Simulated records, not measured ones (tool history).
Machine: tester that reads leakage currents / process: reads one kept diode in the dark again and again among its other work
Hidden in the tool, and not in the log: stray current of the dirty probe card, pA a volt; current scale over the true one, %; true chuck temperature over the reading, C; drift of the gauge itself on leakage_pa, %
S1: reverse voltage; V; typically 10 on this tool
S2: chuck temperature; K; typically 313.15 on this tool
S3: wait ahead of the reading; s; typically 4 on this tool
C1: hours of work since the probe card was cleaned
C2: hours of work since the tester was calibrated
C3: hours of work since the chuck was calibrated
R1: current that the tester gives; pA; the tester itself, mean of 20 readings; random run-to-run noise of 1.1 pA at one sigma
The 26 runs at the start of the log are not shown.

Run 27, hour 1577.7: usual settings but S1 12.3 V, S2 305.15 K, S3 0.31 s; C1 1040; C2 153; C3 975. Result: R1 203.51 pA.
Run 28, hour 1632.3: usual settings but S1 12.3 V, S2 305.15 K, S3 0.31 s; C1 1066; C2 179; C3 1001. Result: R1 203.88 pA.
Run 29, hour 1719.2: usual settings but S1 7.4 V, S2 325.15 K, S3 8.76 s; C1 1107; C2 220; C3 1042. Result: R1 722.53 pA.
Run 30, hour 1776.4: usual settings but S1 5.5 V, S2 329.15 K, S3 0.54 s; C1 1134; C2 247; C3 1069. Result: R1 855.77 pA.
Run 31, hour 1848.7: usual settings but S1 5.5 V, S2 329.15 K, S3 0.54 s; C1 1168; C2 281; C3 1103. Result: R1 851.85 pA.
Run 32, hour 1925.4: usual settings but S1 5.5 V, S2 329.15 K, S3 0.54 s; C1 1204; C2 317; C3 1139. Result: R1 850.97 pA.
Run 33, hour 1960.6: usual settings but S1 12.9 V, S2 332.15 K, S3 0.54 s; C1 1220; C2 333; C3 1155. Result: R1 1497.14 pA.
Run 34, hour 2018: usual settings but S1 12.9 V, S2 332.15 K, S3 0.54 s; C1 1247; C2 360; C3 1182. Result: R1 1504.34 pA.
Run 35, hour 2080.2: usual settings but S1 2 V, S2 319.15 K, S3 3.62 s; C1 1276; C2 389; C3 1211. Result: R1 264.34 pA.
Run 36, hour 2126.5: usual settings but S1 1.1 V, S2 324.15 K, S3 0.79 s; C1 1298; C2 411; C3 1233. Result: R1 296.94 pA.
Run 37, hour 2180.9: usual settings but S1 5.2 V, S2 293.15 K; C1 1323; C2 437; C3 1259. Result: R1 47.83 pA.

Alternative continuations, all from the tool just after run 37; predict every row:
Run A, hour 2229.6: usual settings but S2 312.15 K; C1 1346; C2 460; C3 1282. Result: R1 ?.
Run B, hour 2229.6: usual settings but S2 296.15 K, S3 8.09 s; C1 1346; C2 460; C3 1282. Result: R1 ?.
Run C, hour 2229.6: usual settings but S1 14 V; C1 1346; C2 460; C3 1282. Result: R1 ?.
Run D, hour 2229.6: usual settings but S1 2.8 V, S2 318.15 K, S3 1.3 s; C1 1346; C2 460; C3 1282. Result: R1 ?.
Run E, hour 2229.6: usual settings but S1 12.2 V, S2 330.15 K, S3 0.7 s; C1 1346; C2 460; C3 1282. Result: R1 ?.

run       R1
  A      305
  B    82.24
  C    383.2
  D   282.97
  E  1260.38
The same runs, with their run-to-run variation unchanged, on a tool lacking any hidden condition would have given:
run       R1
  A   335.88
  B    90.46
  C   421.45
  D   311.39
  E  1376.98

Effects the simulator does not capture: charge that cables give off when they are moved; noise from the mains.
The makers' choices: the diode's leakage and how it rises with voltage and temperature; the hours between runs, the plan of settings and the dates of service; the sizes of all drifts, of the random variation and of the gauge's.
